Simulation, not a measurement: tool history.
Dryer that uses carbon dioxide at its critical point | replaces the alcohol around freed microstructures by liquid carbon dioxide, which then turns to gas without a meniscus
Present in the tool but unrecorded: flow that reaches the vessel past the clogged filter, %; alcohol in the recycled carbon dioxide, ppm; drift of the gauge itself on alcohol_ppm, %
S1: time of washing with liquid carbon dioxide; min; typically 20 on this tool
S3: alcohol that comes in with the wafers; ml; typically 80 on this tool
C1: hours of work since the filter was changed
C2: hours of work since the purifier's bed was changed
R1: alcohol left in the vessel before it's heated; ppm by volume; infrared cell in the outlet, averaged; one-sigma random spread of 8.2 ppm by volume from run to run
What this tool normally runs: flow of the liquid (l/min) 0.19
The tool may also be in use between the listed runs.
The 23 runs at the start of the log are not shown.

{"run": 24, "hour": 464.1, "S1": 31, "flow of the liquid (l/min)": 0.15, "S3": 93, "C1": 90, "C2": 677, "R1": 242}
{"run": 25, "hour": 490.7, "S1": 28, "flow of the liquid (l/min)": 0.15, "S3": 24, "C1": 102, "C2": 689, "R1": 182}
{"run": 26, "hour": 502.4, "S1": 30, "flow of the liquid (l/min)": 0.148, "S3": 51, "C1": 108, "C2": 694, "R1": 204}
{"run": 27, "hour": 521.4, "S1": 30, "flow of the liquid (l/min)": 0.148, "S3": 51, "C1": 116, "C2": 703, "R1": 210}
{"run": 28, "hour": 534.0, "S1": 25, "flow of the liquid (l/min)": 0.148, "S3": 51, "C1": 122, "C2": 708, "R1": 442}
{"run": 29, "hour": 545.9, "S1": 29, "flow of the liquid (l/min)": 0.192, "S3": 68, "C1": 128, "C2": 714, "R1": 136}
{"run": 30, "hour": 565.7, "S1": 25, "flow of the liquid (l/min)": 0.17, "S3": 68, "C1": 137, "C2": 723, "R1": 309}
{"run": 31, "hour": 590.5, "S1": 20, "flow of the liquid (l/min)": 0.285, "S3": 80, "C1": 148, "C2": 734, "R1": 145}
{"run": 32, "hour": 619.1, "S1": 20, "flow of the liquid (l/min)": 0.285, "S3": 80, "C1": 161, "C2": 747, "R1": 136}
{"run": 33, "hour": 641.7, "S1": 31, "flow of the liquid (l/min)": 0.229, "S3": 107, "C1": 171, "C2": 757, "R1": 119}
{"run": 34, "hour": 660.7, "S1": 22, "flow of the liquid (l/min)": 0.229, "S3": 92, "C1": 180, "C2": 766, "R1": 211}
{"run": 35, "hour": 674.8, "S1": 22, "flow of the liquid (l/min)": 0.229, "S3": 92, "C1": 186, "C2": 772, "R1": 215}
{"run": 36, "hour": 699.7, "S1": 22, "flow of the liquid (l/min)": 0.229, "S3": 92, "C1": 197, "C2": 784, "R1": 212}

Each row is a separate what-if for the run after 36, all from the same tool condition, not one after another. Results?
{"run": "A", "hour": 719.1, "S1": 22, "flow of the liquid (l/min)": 0.146, "S3": 42, "C1": 206, "C2": 792, "R1": "?"}
{"run": "B", "hour": 719.1, "S1": 32, "flow of the liquid (l/min)": 0.237, "S3": 75, "C1": 206, "C2": 792, "R1": "?"}
{"run": "C", "hour": 719.1, "S1": 13, "flow of the liquid (l/min)": 0.299, "S3": 23, "C1": 206, "C2": 792, "R1": "?"}
{"run": "D", "hour": 719.1, "S1": 22, "flow of the liquid (l/min)": 0.19, "S3": 80, "C1": 206, "C2": 792, "R1": "?"}

run=A R1=727
run=B R1=121
run=C R1=266
run=D R1=414
What these runs would have given with no unlogged condition in the tool:
run=A R1=524
run=B R1=8
run=C R1=124
run=D R1=245

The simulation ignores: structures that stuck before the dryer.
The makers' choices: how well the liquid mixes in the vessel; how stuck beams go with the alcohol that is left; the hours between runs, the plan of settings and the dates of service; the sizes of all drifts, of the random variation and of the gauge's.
